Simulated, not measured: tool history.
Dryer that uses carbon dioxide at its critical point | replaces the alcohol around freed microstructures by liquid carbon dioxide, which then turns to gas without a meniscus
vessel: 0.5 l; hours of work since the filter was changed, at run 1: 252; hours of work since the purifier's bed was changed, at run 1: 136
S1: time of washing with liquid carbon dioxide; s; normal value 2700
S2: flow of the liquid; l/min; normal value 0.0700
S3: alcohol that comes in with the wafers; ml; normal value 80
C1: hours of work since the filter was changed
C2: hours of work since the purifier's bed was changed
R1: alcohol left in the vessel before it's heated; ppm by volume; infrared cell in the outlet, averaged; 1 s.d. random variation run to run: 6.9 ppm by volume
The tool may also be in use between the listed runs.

{"run": 1, "day": 0.0, "S1": 2700, "S2": 0.07, "S3": 80, "C1": 252, "C2": 136, "R1": 828}
{"run": 2, "day": 1.021, "S1": 2700, "S2": 0.07, "S3": 80, "C1": 261, "C2": 144, "R1": 878}
{"day": 1.175, "done": "inlet filter changed"}
{"run": 3, "day": 2.258, "S1": 2700, "S2": 0.07, "S3": 80, "C1": 9, "C2": 154, "R1": 384}
{"run": 4, "day": 3.438, "S1": 2700, "S2": 0.07, "S3": 80, "C1": 19, "C2": 164, "R1": 400}
{"run": 5, "day": 4.217, "S1": 2700, "S2": 0.0516, "S3": 80, "C1": 25, "C2": 170, "R1": 1881}
{"run": 6, "day": 4.996, "S1": 2700, "S2": 0.0516, "S3": 80, "C1": 32, "C2": 177, "R1": 1911}
{"run": 7, "day": 6.033, "S1": 2700, "S2": 0.0795, "S3": 80, "C1": 40, "C2": 185, "R1": 214}
{"run": 8, "day": 7.279, "S1": 2700, "S2": 0.0795, "S3": 30, "C1": 51, "C2": 196, "R1": 111}
{"run": 9, "day": 8.258, "S1": 2700, "S2": 0.114, "S3": 80, "C1": 59, "C2": 204, "R1": 52}
{"run": 10, "day": 9.633, "S1": 2700, "S2": 0.0728, "S3": 80, "C1": 70, "C2": 215, "R1": 375}
{"run": 11, "day": 10.433, "S1": 2700, "S2": 0.0728, "S3": 80, "C1": 77, "C2": 222, "R1": 397}
{"run": 12, "day": 11.354, "S1": 2700, "S2": 0.0728, "S3": 80, "C1": 85, "C2": 230, "R1": 393}
{"run": 13, "day": 11.983, "S1": 2700, "S2": 0.0728, "S3": 80, "C1": 90, "C2": 235, "R1": 405}
{"run": 14, "day": 12.608, "S1": 2700, "S2": 0.0728, "S3": 22, "C1": 95, "C2": 240, "R1": 162}
{"run": 15, "day": 13.904, "S1": 2700, "S2": 0.0728, "S3": 22, "C1": 106, "C2": 251, "R1": 169}
{"run": 16, "day": 15.017, "S1": 2700, "S2": 0.0728, "S3": 22, "C1": 115, "C2": 260, "R1": 170}
{"run": 17, "day": 15.671, "S1": 2700, "S2": 0.07, "S3": 80, "C1": 121, "C2": 266, "R1": 553}
{"run": 18, "day": 16.729, "S1": 2700, "S2": 0.07, "S3": 80, "C1": 130, "C2": 274, "R1": 584}
{"run": 19, "day": 17.575, "S1": 2400, "S2": 0.07, "S3": 80, "C1": 137, "C2": 282, "R1": 1051}
{"run": 20, "day": 18.521, "S1": 2400, "S2": 0.07, "S3": 80, "C1": 144, "C2": 289, "R1": 1094}
{"run": 21, "day": 19.796, "S1": 1800, "S2": 0.07, "S3": 80, "C1": 155, "C2": 300, "R1": 3702}
{"run": 22, "day": 20.779, "S1": 1800, "S2": 0.07, "S3": 80, "C1": 163, "C2": 308, "R1": 3872}
{"run": 23, "day": 21.683, "S1": 1800, "S2": 0.07, "S3": 80, "C1": 171, "C2": 316, "R1": 3868}
{"run": 24, "day": 23.225, "S1": 1800, "S2": 0.07, "S3": 104, "C1": 184, "C2": 329, "R1": 5164}
{"run": 25, "day": 24.262, "S1": 1800, "S2": 0.07, "S3": 104, "C1": 192, "C2": 337, "R1": 5263}
{"run": 26, "day": 25.017, "S1": 1980, "S2": 0.0866, "S3": 47, "C1": 199, "C2": 343, "R1": 694}
{"run": 27, "day": 26.558, "S1": 1980, "S2": 0.0426, "S3": 47, "C1": 211, "C2": 356, "R1": 8474}
{"run": 28, "day": 27.258, "S1": 2340, "S2": 0.0426, "S3": 47, "C1": 217, "C2": 362, "R1": 5576}
{"run": 29, "day": 28.525, "S1": 2340, "S2": 0.0777, "S3": 31, "C1": 228, "C2": 373, "R1": 448}
{"run": 30, "day": 29.692, "S1": 1920, "S2": 0.07, "S3": 23, "C1": 237, "C2": 382, "R1": 1092}
{"run": 31, "day": 31.225, "S1": 2640, "S2": 0.0876, "S3": 80, "C1": 250, "C2": 395, "R1": 329}
{"day": 32.583, "done": "inlet filter changed"}
{"run": 32, "day": 32.717, "S1": 2700, "S2": 0.07, "S3": 83, "C1": 1, "C2": 407, "R1": 431}
{"run": 33, "day": 33.671, "S1": 2160, "S2": 0.0481, "S3": 92, "C1": 9, "C2": 415, "R1": 6335}
{"run": 34, "day": 34.638, "S1": 2160, "S2": 0.0481, "S3": 92, "C1": 17, "C2": 423, "R1": 6510}
{"run": 35, "day": 35.825, "S1": 2700, "S2": 0.07, "S3": 29, "C1": 27, "C2": 433, "R1": 233}
{"run": 36, "day": 36.921, "S1": 2280, "S2": 0.07, "S3": 43, "C1": 36, "C2": 442, "R1": 608}
{"run": 37, "day": 38.062, "S1": 2700, "S2": 0.0837, "S3": 80, "C1": 46, "C2": 452, "R1": 226}
{"run": 38, "day": 39.221, "S1": 3360, "S2": 0.0945, "S3": 29, "C1": 55, "C2": 461, "R1": 99}
{"run": 39, "day": 40.233, "S1": 3660, "S2": 0.0745, "S3": 29, "C1": 64, "C2": 470, "R1": 113}
{"run": 40, "day": 40.946, "S1": 3960, "S2": 0.07, "S3": 33, "C1": 70, "C2": 476, "R1": 118}
{"run": 41, "day": 41.604, "S1": 4080, "S2": 0.0729, "S3": 84, "C1": 75, "C2": 481, "R1": 127}
{"run": 42, "day": 43.121, "S1": 3780, "S2": 0.0551, "S3": 80, "C1": 88, "C2": 494, "R1": 372}
{"run": 43, "day": 44.088, "S1": 3780, "S2": 0.0551, "S3": 80, "C1": 96, "C2": 502, "R1": 375}
{"run": 44, "day": 45.512, "S1": 3480, "S2": 0.1049, "S3": 81, "C1": 108, "C2": 514, "R1": 110}
{"run": 45, "day": 47.012, "S1": 3720, "S2": 0.07, "S3": 42, "C1": 120, "C2": 526, "R1": 142}
{"run": 46, "day": 48.425, "S1": 3720, "S2": 0.0902, "S3": 80, "C1": 132, "C2": 538, "R1": 131}
{"run": 47, "day": 49.125, "S1": 3720, "S2": 0.0902, "S3": 80, "C1": 138, "C2": 544, "R1": 134}

Selected run-to-run steps in R1, each split into two signed amounts: the part the tool would show with no hidden state at all (from settings, incoming material and random variation), and the remainder, which goes to the hidden state together with any gauge scatter not common to the measured and the hidden-state-free results:
What the log doesn't record here: flow that reaches the vessel past the clogged filter, %; alcohol in the recycled carbon dioxide, ppm; drift of the gauge itself on alcohol_ppm, %.
Run 25 -> 26: S1 1800 -> 1980, S2 0.0700 -> 0.0866, S3 104 -> 47. R1 -4569 ppm by volume: hidden state -1655, all else -2914.
Run 26 -> 27: S2 0.0866 -> 0.0426. R1 +7780 ppm by volume: hidden state +2162, all else +5618.
Run 28 -> 29: S2 0.0426 -> 0.0777, S3 47 -> 31. R1 -5128 ppm by volume: hidden state -1683, all else -3445.
Run 32 -> 33: S1 2700 -> 2160, S2 0.0700 -> 0.0481, S3 83 -> 92. R1 +5904 ppm by volume: hidden state +158, all else +5746.
Run 34 -> 35: S1 2160 -> 2700, S2 0.0481 -> 0.0700, S3 92 -> 29. R1 -6277 ppm by volume: hidden state -256, all else -6021.
